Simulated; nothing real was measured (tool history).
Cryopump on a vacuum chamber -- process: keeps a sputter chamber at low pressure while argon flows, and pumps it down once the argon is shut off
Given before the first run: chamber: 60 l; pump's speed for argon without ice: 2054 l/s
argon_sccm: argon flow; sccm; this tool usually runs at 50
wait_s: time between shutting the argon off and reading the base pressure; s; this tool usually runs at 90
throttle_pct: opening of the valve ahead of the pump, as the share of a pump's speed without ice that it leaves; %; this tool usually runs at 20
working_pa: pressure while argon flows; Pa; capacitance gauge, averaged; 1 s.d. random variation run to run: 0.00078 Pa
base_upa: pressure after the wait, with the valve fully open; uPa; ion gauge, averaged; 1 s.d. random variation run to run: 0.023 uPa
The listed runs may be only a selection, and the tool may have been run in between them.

run   hour  argon_sccm  wait_s  throttle_pct  working_pa  base_upa
  1    0.0          50      90            20      0.2087      1.87
  2    9.8          50      90            20      0.2113      1.83
  3   24.1          50      49            20      0.2108      2.45
  4   35.5          50      49            20      0.2096      2.38
      50.1  -- leaking fittings of the chamber tightened, without venting
  5   53.5          50      49            20      0.2082      1.36
  6   67.8          50      90            20      0.2097      0.83
  7   81.6          50      90            20      0.2109      0.83
  8   93.4          50      90            20      0.2103      0.86
  9  106.5          50      90            20      0.2107      0.89
 10  120.7          50      90            20      0.2107      0.90
 11  138.2          50      90            20      0.2119      0.90
 12  149.1          50      21            20      0.2100      3.14
 13  162.9          50      21            20      0.2125      2.97
 14  171.7          50      21            20      0.2130      2.99
 15  184.8          50      90            20      0.2120      0.92
 16  199.3          50      20            20      0.2131      3.21
 17  210.0          50      90            20      0.2128      0.95
 18  225.8          63      26            20      0.2701      2.48
 19  237.5          30      61            58      0.0476      1.28
 20  246.0          81     142            17      0.4067      0.70
 21  264.1          23      95            20      0.0983      0.99
 22  278.0          23      95            20      0.0988      0.94
 23  288.9          38      71            35      0.0966      1.16
 24  296.9          71      33            36      0.1740      2.13
 25  306.4          99     240            28      0.3093      0.59
 26  314.9          99     240            28      0.3108      0.61
 27  331.8          50      51            31      0.1418      1.50
 28  349.1          55      84            19      0.2505      1.03
 29  366.7          55     124            16      0.2941      0.89
 30  375.0          22      24            48      0.0420      2.87
 31  390.6          99      26            19      0.4500      2.75
 32  398.6          50      93            27      0.1640      1.02
 33  411.3          50      81            32      0.1400      1.17

Predict each of these 5 candidate next runs independently; none follows another, all start after run 33:
  A  422.4          50      36            30           ?         ?
  B  422.4          50      56            16           ?         ?
  C  422.4          50      81            20           ?         ?
  D  422.4          96      32            31           ?         ?
  E  422.4          34     234            32           ?         ?

run  working_pa  base_upa
  A      0.1495      2.05
  B      0.2674      1.49
  C      0.2184      1.14
  D      0.2783      2.33
  E      0.0960      0.71
What these runs would have given with no unlogged condition in the tool:
run  working_pa  base_upa
  A      0.1377      1.75
  B      0.2557      1.19
  C      0.2066      0.85
  D      0.2558      2.03
  E      0.0880      0.42
